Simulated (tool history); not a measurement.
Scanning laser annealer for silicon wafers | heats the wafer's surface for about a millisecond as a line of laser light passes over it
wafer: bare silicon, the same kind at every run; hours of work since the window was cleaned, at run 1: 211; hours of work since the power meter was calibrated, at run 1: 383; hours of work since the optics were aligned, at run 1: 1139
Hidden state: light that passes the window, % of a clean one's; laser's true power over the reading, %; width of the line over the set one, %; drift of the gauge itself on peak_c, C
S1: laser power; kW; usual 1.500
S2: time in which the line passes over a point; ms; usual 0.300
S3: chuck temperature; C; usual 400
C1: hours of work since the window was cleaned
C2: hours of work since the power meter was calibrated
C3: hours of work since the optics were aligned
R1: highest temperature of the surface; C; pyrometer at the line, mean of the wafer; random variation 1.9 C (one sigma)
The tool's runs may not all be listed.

{"run": 1, "hour": 0.0, "S1": 1.5, "S2": 0.3, "S3": 400, "C1": 211, "C2": 383, "C3": 1139, "R1": 1141}
{"run": 2, "hour": 19.9, "S1": 1.5, "S2": 0.3, "S3": 400, "C1": 221, "C2": 393, "C3": 1149, "R1": 1142}
{"run": 3, "hour": 36.2, "S1": 1.5, "S2": 0.3, "S3": 400, "C1": 229, "C2": 401, "C3": 1157, "R1": 1143}
{"run": 4, "hour": 56.2, "S1": 1.5, "S2": 0.3, "S3": 375, "C1": 239, "C2": 411, "C3": 1166, "R1": 1117}
{"run": 5, "hour": 72.3, "S1": 1.5, "S2": 0.3, "S3": 375, "C1": 247, "C2": 419, "C3": 1174, "R1": 1117}
{"run": 6, "hour": 91.2, "S1": 1.5, "S2": 0.3, "S3": 375, "C1": 256, "C2": 428, "C3": 1184, "R1": 1117}
{"run": 7, "hour": 110.7, "S1": 1.5, "S2": 0.3, "S3": 375, "C1": 265, "C2": 437, "C3": 1193, "R1": 1114}
{"run": 8, "hour": 131.9, "S1": 1.5, "S2": 0.3, "S3": 375, "C1": 276, "C2": 448, "C3": 1203, "R1": 1117}
{"run": 9, "hour": 149.2, "S1": 1.5, "S2": 0.26, "S3": 400, "C1": 284, "C2": 456, "C3": 1212, "R1": 1097}
{"run": 10, "hour": 169.5, "S1": 1.5, "S2": 0.26, "S3": 400, "C1": 294, "C2": 466, "C3": 1222, "R1": 1093}
{"run": 11, "hour": 191.0, "S1": 1.5, "S2": 0.26, "S3": 400, "C1": 305, "C2": 476, "C3": 1232, "R1": 1092}
{"run": 12, "hour": 201.2, "S1": 1.5, "S2": 0.3, "S3": 400, "C1": 310, "C2": 481, "C3": 1237, "R1": 1141}
{"run": 13, "hour": 216.7, "S1": 1.5, "S2": 0.318, "S3": 425, "C1": 317, "C2": 489, "C3": 1245, "R1": 1184}
{"run": 14, "hour": 232.0, "S1": 1.518, "S2": 0.328, "S3": 374, "C1": 325, "C2": 496, "C3": 1252, "R1": 1151}
{"run": 15, "hour": 252.4, "S1": 1.573, "S2": 0.291, "S3": 431, "C1": 335, "C2": 506, "C3": 1262, "R1": 1200}
{"run": 16, "hour": 264.1, "S1": 1.622, "S2": 0.28, "S3": 431, "C1": 340, "C2": 512, "C3": 1268, "R1": 1215}
{"run": 17, "hour": 281.6, "S1": 1.52, "S2": 0.28, "S3": 386, "C1": 349, "C2": 521, "C3": 1276, "R1": 1114}
{"run": 18, "hour": 298.6, "S1": 1.301, "S2": 0.321, "S3": 413, "C1": 357, "C2": 529, "C3": 1285, "R1": 1059}
{"run": 19, "hour": 311.0, "S1": 1.301, "S2": 0.321, "S3": 413, "C1": 363, "C2": 535, "C3": 1291, "R1": 1055}
{"run": 20, "hour": 322.4, "S1": 1.504, "S2": 0.321, "S3": 413, "C1": 369, "C2": 541, "C3": 1296, "R1": 1172}
{"run": 21, "hour": 341.5, "S1": 1.326, "S2": 0.232, "S3": 400, "C1": 378, "C2": 550, "C3": 1306, "R1": 970}
{"run": 22, "hour": 357.0, "S1": 1.63, "S2": 0.323, "S3": 400, "C1": 386, "C2": 557, "C3": 1313, "R1": 1235}
{"run": 23, "hour": 371.4, "S1": 1.63, "S2": 0.323, "S3": 367, "C1": 393, "C2": 564, "C3": 1320, "R1": 1202}
{"run": 24, "hour": 384.8, "S1": 1.63, "S2": 0.323, "S3": 367, "C1": 399, "C2": 571, "C3": 1327, "R1": 1204}

3 ways to go on from here, each from the tool as it stands after run 24. What would each give?
{"run": "A", "hour": 403.9, "S1": 1.54, "S2": 0.284, "S3": 389, "C1": 408, "C2": 580, "C3": 1336, "R1": "?"}
{"run": "B", "hour": 403.9, "S1": 1.5, "S2": 0.263, "S3": 400, "C1": 408, "C2": 580, "C3": 1336, "R1": "?"}
{"run": "C", "hour": 403.9, "S1": 1.63, "S2": 0.345, "S3": 367, "C1": 408, "C2": 580, "C3": 1336, "R1": "?"}

run=A R1=1132
run=B R1=1092
run=C R1=1223
Without the tool's hidden state the same runs would have given:
run=A R1=1161
run=B R1=1119
run=C R1=1257
